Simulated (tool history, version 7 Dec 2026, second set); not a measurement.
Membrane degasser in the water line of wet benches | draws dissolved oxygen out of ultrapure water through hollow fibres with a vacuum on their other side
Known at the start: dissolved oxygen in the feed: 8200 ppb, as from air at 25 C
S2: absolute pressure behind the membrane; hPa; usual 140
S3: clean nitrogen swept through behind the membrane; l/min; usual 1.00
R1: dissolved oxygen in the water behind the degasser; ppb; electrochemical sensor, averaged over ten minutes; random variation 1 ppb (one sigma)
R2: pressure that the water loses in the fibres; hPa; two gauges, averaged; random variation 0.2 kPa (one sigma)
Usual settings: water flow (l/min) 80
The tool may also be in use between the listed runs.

run 1 day=0.000 | water_flow_(l/min)=80 S2=140 S3=1.00 | R1=1283.8 R2=436.0
run 2 day=6.438 | water_flow_(l/min)=80 S2=140 S3=1.00 | R1=1286.4 R2=439.7
run 3 day=10.367 | water_flow_(l/min)=54 S2=140 S3=1.00 | R1=991.7 R2=299.0
run 4 day=16.762 | water_flow_(l/min)=54 S2=140 S3=1.00 | R1=991.1 R2=294.6
run 5 day=19.979 | water_flow_(l/min)=54 S2=140 S3=1.00 | R1=991.4 R2=295.3
run 6 day=23.758 | water_flow_(l/min)=54 S2=120 S3=1.00 | R1=820.8 R2=298.8
run 7 day=28.875 | water_flow_(l/min)=54 S2=120 S3=1.00 | R1=821.1 R2=297.8
run 8 day=33.900 | water_flow_(l/min)=54 S2=120 S3=1.00 | R1=821.6 R2=297.3
run 9 day=38.129 | water_flow_(l/min)=54 S2=120 S3=2.34 | R1=425.7 R2=299.2
run 10 day=43.742 | water_flow_(l/min)=80 S2=140 S3=1.00 | R1=1283.7 R2=445.5
run 11 day=51.017 | water_flow_(l/min)=80 S2=140 S3=1.00 | R1=1286.3 R2=444.5
run 12 day=56.954 | water_flow_(l/min)=92 S2=140 S3=1.00 | R1=1399.7 R2=517.2
run 13 day=60.908 | water_flow_(l/min)=124 S2=140 S3=1.00 | R1=1660.7 R2=694.3
-- day=66.112 gauge calibrated
run 14 day=66.112 | water_flow_(l/min)=124 S2=140 S3=1.00 | R1=1661.2 R2=672.6
-- day=66.521 seals of the vacuum lines changed
-- day=66.888 vacuum gauge calibrated
run 15 day=72.871 | water_flow_(l/min)=124 S2=140 S3=1.00 | R1=1663.5 R2=681.6
run 16 day=79.200 | water_flow_(l/min)=124 S2=140 S3=1.00 | R1=1663.3 R2=674.7
run 17 day=83.392 | water_flow_(l/min)=101 S2=232 S3=1.66 | R1=1834.4 R2=553.2
run 18 day=87.279 | water_flow_(l/min)=89 S2=99 S3=1.04 | R1=871.1 R2=490.5
run 19 day=93.721 | water_flow_(l/min)=122 S2=113 S3=0.41 | R1=1909.2 R2=675.1
run 20 day=97.504 | water_flow_(l/min)=122 S2=113 S3=0.41 | R1=1908.9 R2=673.7
run 21 day=102.612 | water_flow_(l/min)=70 S2=343 S3=0.41 | R1=4232.4 R2=385.3
run 22 day=107.379 | water_flow_(l/min)=70 S2=343 S3=0.41 | R1=4235.1 R2=387.7
run 23 day=113.246 | water_flow_(l/min)=57 S2=140 S3=2.35 | R1=538.2 R2=316.0
run 24 day=117.079 | water_flow_(l/min)=57 S2=140 S3=2.35 | R1=538.5 R2=318.0
run 25 day=124.338 | water_flow_(l/min)=57 S2=344 S3=0.91 | R1=2629.5 R2=317.9
run 26 day=129.083 | water_flow_(l/min)=66 S2=230 S3=1.81 | R1=1281.6 R2=372.0
run 27 day=132.621 | water_flow_(l/min)=51 S2=94 S3=1.57 | R1=402.7 R2=285.3
run 28 day=138.467 | water_flow_(l/min)=51 S2=94 S3=1.57 | R1=403.1 R2=285.3
run 29 day=143.996 | water_flow_(l/min)=75 S2=176 S3=1.53 | R1=1200.2 R2=422.5
run 30 day=148.454 | water_flow_(l/min)=75 S2=176 S3=1.53 | R1=1201.2 R2=425.4
run 31 day=155.054 | water_flow_(l/min)=75 S2=176 S3=1.89 | R1=1030.6 R2=422.9
run 32 day=160.921 | water_flow_(l/min)=75 S2=176 S3=1.89 | R1=1032.6 R2=426.3

Measured less the same run without the tool's hidden state. The same run-to-run variation is in both; the gauge's scatter may not be:
The hidden state here: membrane still open, %; true pressure behind the membrane over the reading, kPa; air that leaks in behind the membrane, l/min; drift of the gauge itself on oxygen_ppb, %; drift of the gauge itself on loss_of_pressure_kpa, %.
run=1 R2=+0.1
run=2 R2=+1.4
run=3 R2=+1.4
run=4 R2=+2.3
run=5 R2=+2.7
run=6 R2=+3.3
run=7 R2=+3.9
run=8 R2=+4.5
run=9 R2=+5.1
run=10 R2=+8.8
run=11 R2=+10.2
run=12 R2=+13.1
run=13 R2=+18.9
run=14 R2=+0.2
run=15 R2=+2.4
run=16 R2=+4.2
run=17 R2=+4.5
run=18 R2=+4.9
run=19 R2=+8.6
run=20 R2=+9.7
run=21 R2=+6.5
run=22 R2=+7.3
run=23 R2=+6.7
run=24 R2=+7.3
run=25 R2=+8.4
run=26 R2=+10.4
run=27 R2=+8.5
run=28 R2=+9.2
run=29 R2=+14.6
run=30 R2=+15.5
run=31 R2=+16.8
run=32 R2=+17.8
R1: within 0.3 ppb of the measured result in every run.
